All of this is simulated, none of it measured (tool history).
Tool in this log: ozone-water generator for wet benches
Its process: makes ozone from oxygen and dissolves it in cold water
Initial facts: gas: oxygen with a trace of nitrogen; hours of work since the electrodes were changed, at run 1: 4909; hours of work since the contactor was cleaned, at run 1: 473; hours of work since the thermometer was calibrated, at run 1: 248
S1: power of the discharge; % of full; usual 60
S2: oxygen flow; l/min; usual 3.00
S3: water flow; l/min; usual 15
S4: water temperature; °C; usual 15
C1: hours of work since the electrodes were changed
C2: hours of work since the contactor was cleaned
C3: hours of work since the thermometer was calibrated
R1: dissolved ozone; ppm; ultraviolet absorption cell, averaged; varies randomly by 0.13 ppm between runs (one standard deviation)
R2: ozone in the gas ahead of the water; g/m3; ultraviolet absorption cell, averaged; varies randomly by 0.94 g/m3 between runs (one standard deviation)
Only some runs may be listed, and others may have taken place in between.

run	hour	S1	S2	S3	S4	C1	C2	C3	R1	R2
1	0.0	60	3.00	15	15	4909	473	248	10.7	134.2
2	116.9	60	3.00	15	15	5008	572	348	10.4	135.0
# hour 199.0: electrodes of the discharge changed
3	300.6	60	3.00	15	15	86	723	499	12.1	158.6
4	423.4	60	3.00	15	15	191	827	603	12.3	156.1
5	583.4	60	3.00	15	15	326	963	739	12.0	156.9
6	804.8	60	3.00	15	15	514	1151	927	12.2	154.8
7	957.6	60	3.00	15	15	644	1281	1057	12.0	154.8
8	1111.7	60	3.00	15	15	775	1411	1187	12.2	153.3
9	1307.4	60	3.00	15	15	941	1578	1354	11.8	154.4
10	1408.0	83	3.00	15	15	1027	1663	1439	15.1	197.6
11	1591.4	83	3.00	15	15	1182	1819	1595	14.9	194.9
12	1743.8	83	3.00	20	15	1312	1948	1724	11.1	195.1
13	1854.3	81	1.58	20	7	1406	2042	1818	9.0	251.3
14	1946.4	81	1.58	20	7	1484	2120	1896	9.1	249.8
15	2118.3	81	1.58	20	7	1630	2266	2042	8.8	248.8
16	2220.0	89	3.00	20	13	1716	2353	2129	11.3	203.9
17	2418.7	89	3.00	20	13	1885	2521	2297	11.4	202.2
18	2512.1	94	3.00	12	13	1964	2601	2377	20.5	209.5
19	2633.4	97	1.80	20	8	2067	2704	2480	10.4	265.4
20	2757.0	97	1.80	20	8	2172	2809	2585	10.5	261.0
21	2851.7	76	1.71	15	12	2253	2889	2665	11.6	224.7
22	2999.4	76	1.71	15	12	2378	3014	2790	11.7	221.9

Each row is a separate what-if for the run after 22, all from the same tool condition, not one after another. Results?
# hour 3048.3: contactor cleaned
A	3216.6	99	3.00	24	15	2559	143	2971	?	?
# hour 3048.3: contactor cleaned
B	3216.6	76	1.71	15	19	2559	143	2971	?	?
# hour 3048.3: contactor cleaned
C	3216.6	76	1.71	19	16	2559	143	2971	?	?

run	R1	R2
A	9.8	214.0
B	11.5	223.4
C	8.8	223.6
Take away the tool's hidden state, keep each run's random variation, and the runs would have read:
run	R1	R2
A	11.0	238.9
B	12.7	245.1
C	9.7	245.2

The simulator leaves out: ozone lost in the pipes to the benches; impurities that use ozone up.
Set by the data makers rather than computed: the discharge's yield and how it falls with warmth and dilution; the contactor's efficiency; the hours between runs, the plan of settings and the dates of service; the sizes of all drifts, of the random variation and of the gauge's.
